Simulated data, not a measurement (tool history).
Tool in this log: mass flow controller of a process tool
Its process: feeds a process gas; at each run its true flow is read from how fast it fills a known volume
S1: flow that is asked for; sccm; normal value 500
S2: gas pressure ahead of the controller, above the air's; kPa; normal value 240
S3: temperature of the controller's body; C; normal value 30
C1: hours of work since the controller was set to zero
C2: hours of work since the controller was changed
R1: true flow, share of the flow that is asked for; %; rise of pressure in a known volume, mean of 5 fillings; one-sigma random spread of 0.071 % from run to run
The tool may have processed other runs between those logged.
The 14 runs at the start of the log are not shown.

-- hour=1864.9 controller's zero set anew
run 15 hour=1992.2 | S1=237 S2=240 S3=30 | C1=56 C2=1490 | R1=99.40
run 16 hour=2188.5 | S1=237 S2=240 S3=30 | C1=142 C2=1576 | R1=99.32
run 17 hour=2315.1 | S1=237 S2=240 S3=30 | C1=197 C2=1632 | R1=99.32
run 18 hour=2426.7 | S1=500 S2=210 S3=33 | C1=246 C2=1681 | R1=99.14
-- hour=2495.9 controller's zero set anew, once more
run 19 hour=2625.9 | S1=500 S2=210 S3=33 | C1=57 C2=1768 | R1=98.57
run 20 hour=2735.5 | S1=500 S2=210 S3=33 | C1=105 C2=1816 | R1=98.51
run 21 hour=2843.1 | S1=196 S2=240 S3=25 | C1=152 C2=1863 | R1=98.07
run 22 hour=3045.7 | S1=711 S2=240 S3=23 | C1=241 C2=1952 | R1=98.55
run 23 hour=3187.8 | S1=134 S2=213 S3=30 | C1=303 C2=2014 | R1=98.23
run 24 hour=3286.6 | S1=131 S2=230 S3=26 | C1=347 C2=2057 | R1=98.12
run 25 hour=3450.6 | S1=510 S2=176 S3=30 | C1=419 C2=2129 | R1=98.39
run 26 hour=3577.4 | S1=510 S2=279 S3=31 | C1=474 C2=2185 | R1=98.52
run 27 hour=3706.9 | S1=506 S2=177 S3=27 | C1=531 C2=2242 | R1=98.20
run 28 hour=3834.6 | S1=506 S2=177 S3=27 | C1=587 C2=2298 | R1=98.07
run 29 hour=4005.1 | S1=506 S2=177 S3=27 | C1=662 C2=2372 | R1=98.06
run 30 hour=4191.1 | S1=443 S2=276 S3=24 | C1=743 C2=2454 | R1=98.16
run 31 hour=4328.7 | S1=443 S2=276 S3=24 | C1=804 C2=2514 | R1=98.15
run 32 hour=4435.8 | S1=409 S2=144 S3=30 | C1=851 C2=2561 | R1=98.02
run 33 hour=4618.0 | S1=409 S2=238 S3=30 | C1=930 C2=2641 | R1=98.12
run 34 hour=4783.1 | S1=409 S2=238 S3=30 | C1=1003 C2=2713 | R1=98.07

Here are 4 independent what-if runs from the current tool condition. What would each one return?
run A hour=4977.3 | S1=409 S2=238 S3=28 | C1=1088 C2=2799 | R1=?
run B hour=4977.3 | S1=360 S2=163 S3=35 | C1=1088 C2=2799 | R1=?
run C hour=4977.3 | S1=165 S2=160 S3=31 | C1=1088 C2=2799 | R1=?
run D hour=4977.3 | S1=162 S2=243 S3=23 | C1=1088 C2=2799 | R1=?

run=A R1=97.92
run=B R1=97.97
run=C R1=98.12
run=D R1=98.08
Without the tool's unlogged condition, the same runs would have read:
run=A R1=99.26
run=B R1=99.26
run=C R1=98.95
run=D R1=98.90
